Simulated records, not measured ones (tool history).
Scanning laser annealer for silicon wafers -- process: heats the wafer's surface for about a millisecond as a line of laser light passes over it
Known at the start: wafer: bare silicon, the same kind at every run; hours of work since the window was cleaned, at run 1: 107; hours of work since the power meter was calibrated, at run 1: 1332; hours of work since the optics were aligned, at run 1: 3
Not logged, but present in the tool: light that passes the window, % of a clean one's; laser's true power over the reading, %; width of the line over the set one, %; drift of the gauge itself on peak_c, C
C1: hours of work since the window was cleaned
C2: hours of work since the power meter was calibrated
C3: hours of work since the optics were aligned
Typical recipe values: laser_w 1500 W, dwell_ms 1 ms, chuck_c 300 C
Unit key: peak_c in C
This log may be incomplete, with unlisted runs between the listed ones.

run 1 day=0 | laser_w=1500 dwell_ms=1 chuck_c=300 | C1=107 C2=1332 C3=3 | peak_c=1120
run 2 day=2.621 | laser_w=1500 dwell_ms=1 chuck_c=300 | C1=148 C2=1373 C3=44 | peak_c=1117
run 3 day=4.192 | laser_w=1500 dwell_ms=1 chuck_c=300 | C1=172 C2=1398 C3=68 | peak_c=1121
run 4 day=6.667 | laser_w=1500 dwell_ms=1 chuck_c=313 | C1=211 C2=1436 C3=107 | peak_c=1133
run 5 day=8.629 | laser_w=1500 dwell_ms=1 chuck_c=313 | C1=242 C2=1467 C3=138 | peak_c=1130
run 6 day=10.729 | laser_w=1500 dwell_ms=1 chuck_c=313 | C1=275 C2=1500 C3=171 | peak_c=1130
run 7 day=11.896 | laser_w=1500 dwell_ms=1 chuck_c=266 | C1=293 C2=1518 C3=189 | peak_c=1080
run 8 day=13.8 | laser_w=1500 dwell_ms=0.78 chuck_c=266 | C1=323 C2=1548 C3=219 | peak_c=974
run 9 day=16.217 | laser_w=1500 dwell_ms=1.21 chuck_c=300 | C1=361 C2=1586 C3=257 | peak_c=1202
run 10 day=18.179 | laser_w=1500 dwell_ms=1.21 chuck_c=300 | C1=392 C2=1617 C3=288 | peak_c=1198
run 11 day=20.688 | laser_w=1500 dwell_ms=1.21 chuck_c=300 | C1=431 C2=1656 C3=327 | peak_c=1195
run 12 day=22.246 | laser_w=1509 dwell_ms=1 chuck_c=300 | C1=456 C2=1681 C3=351 | peak_c=1112
run 13 day=23.392 | laser_w=1296 dwell_ms=1 chuck_c=300 | C1=474 C2=1699 C3=369 | peak_c=967
run 14 day=24.904 | laser_w=1296 dwell_ms=1 chuck_c=300 | C1=497 C2=1722 C3=393 | peak_c=964
run 15 day=26.996 | laser_w=1296 dwell_ms=1 chuck_c=300 | C1=530 C2=1755 C3=426 | peak_c=961
run 16 day=28.304 | laser_w=1296 dwell_ms=1 chuck_c=300 | C1=551 C2=1776 C3=446 | peak_c=966
run 17 day=30.446 | laser_w=1296 dwell_ms=1 chuck_c=300 | C1=584 C2=1809 C3=480 | peak_c=961
run 18 day=32.862 | laser_w=1296 dwell_ms=1 chuck_c=300 | C1=622 C2=1847 C3=518 | peak_c=959
run 19 day=34.542 | laser_w=1296 dwell_ms=1 chuck_c=300 | C1=648 C2=1874 C3=544 | peak_c=963
run 20 day=36.333 | laser_w=1500 dwell_ms=1 chuck_c=300 | C1=677 C2=1902 C3=572 | peak_c=1098
-- day=36.75 window over the wafer cleaned
run 21 day=37.625 | laser_w=1500 dwell_ms=1 chuck_c=300 | C1=14 C2=1921 C3=591 | peak_c=1113
run 22 day=39.804 | laser_w=1310 dwell_ms=1.02 chuck_c=338 | C1=48 C2=1955 C3=625 | peak_c=1024
run 23 day=41.646 | laser_w=1510 dwell_ms=0.92 chuck_c=276 | C1=77 C2=1984 C3=654 | peak_c=1054
run 24 day=43.246 | laser_w=1510 dwell_ms=0.97 chuck_c=273 | C1=102 C2=2009 C3=679 | peak_c=1071
run 25 day=45.296 | laser_w=1519 dwell_ms=1 chuck_c=312 | C1=134 C2=2041 C3=711 | peak_c=1129
run 26 day=46.867 | laser_w=1500 dwell_ms=1.01 chuck_c=312 | C1=159 C2=2065 C3=736 | peak_c=1117
run 27 day=48.017 | laser_w=1376 dwell_ms=0.89 chuck_c=312 | C1=177 C2=2084 C3=754 | peak_c=984
run 28 day=49.442 | laser_w=1376 dwell_ms=0.89 chuck_c=312 | C1=199 C2=2106 C3=776 | peak_c=986
run 29 day=51.329 | laser_w=1312 dwell_ms=0.86 chuck_c=293 | C1=229 C2=2135 C3=806 | peak_c=917
run 30 day=53.3 | laser_w=1312 dwell_ms=0.86 chuck_c=290 | C1=260 C2=2166 C3=837 | peak_c=909
run 31 day=55.762 | laser_w=1450 dwell_ms=1 chuck_c=294 | C1=298 C2=2205 C3=876 | peak_c=1057
run 32 day=56.988 | laser_w=1613 dwell_ms=1.07 chuck_c=300 | C1=317 C2=2224 C3=895 | peak_c=1205
run 33 day=58.467 | laser_w=1500 dwell_ms=1 chuck_c=333 | C1=341 C2=2247 C3=918 | peak_c=1123
run 34 day=60.146 | laser_w=1285 dwell_ms=1 chuck_c=281 | C1=367 C2=2274 C3=944 | peak_c=932
run 35 day=62.725 | laser_w=1412 dwell_ms=0.8 chuck_c=321 | C1=407 C2=2314 C3=985 | peak_c=967
run 36 day=65.075 | laser_w=1326 dwell_ms=0.8 chuck_c=324 | C1=444 C2=2351 C3=1022 | peak_c=920
run 37 day=66.262 | laser_w=1326 dwell_ms=0.8 chuck_c=324 | C1=463 C2=2370 C3=1040 | peak_c=921
run 38 day=67.608 | laser_w=1500 dwell_ms=1 chuck_c=289 | C1=484 C2=2391 C3=1061 | peak_c=1075
run 39 day=70.171 | laser_w=1374 dwell_ms=0.83 chuck_c=323 | C1=524 C2=2431 C3=1102 | peak_c=955
run 40 day=72.575 | laser_w=1374 dwell_ms=0.83 chuck_c=323 | C1=562 C2=2469 C3=1139 | peak_c=954
run 41 day=74.542 | laser_w=1374 dwell_ms=0.83 chuck_c=323 | C1=593 C2=2500 C3=1170 | peak_c=957
run 42 day=76.512 | laser_w=1364 dwell_ms=0.96 chuck_c=321 | C1=624 C2=2530 C3=1201 | peak_c=998

Below are 3 alternative next runs, each starting from the tool's condition after run 42. Predict each:
run A day=78.475 | laser_w=1603 dwell_ms=0.86 chuck_c=266 | C1=654 C2=2561 C3=1232 | peak_c=?
run B day=78.475 | laser_w=1613 dwell_ms=0.74 chuck_c=321 | C1=654 C2=2561 C3=1232 | peak_c=?
run C day=78.475 | laser_w=1529 dwell_ms=1 chuck_c=300 | C1=654 C2=2561 C3=1232 | peak_c=?

run=A peak_c=1049
run=B peak_c=1046
run=C peak_c=1100
What these runs would have given with no unlogged condition in the tool:
run=A peak_c=1098
run=B peak_c=1092
run=C peak_c=1151
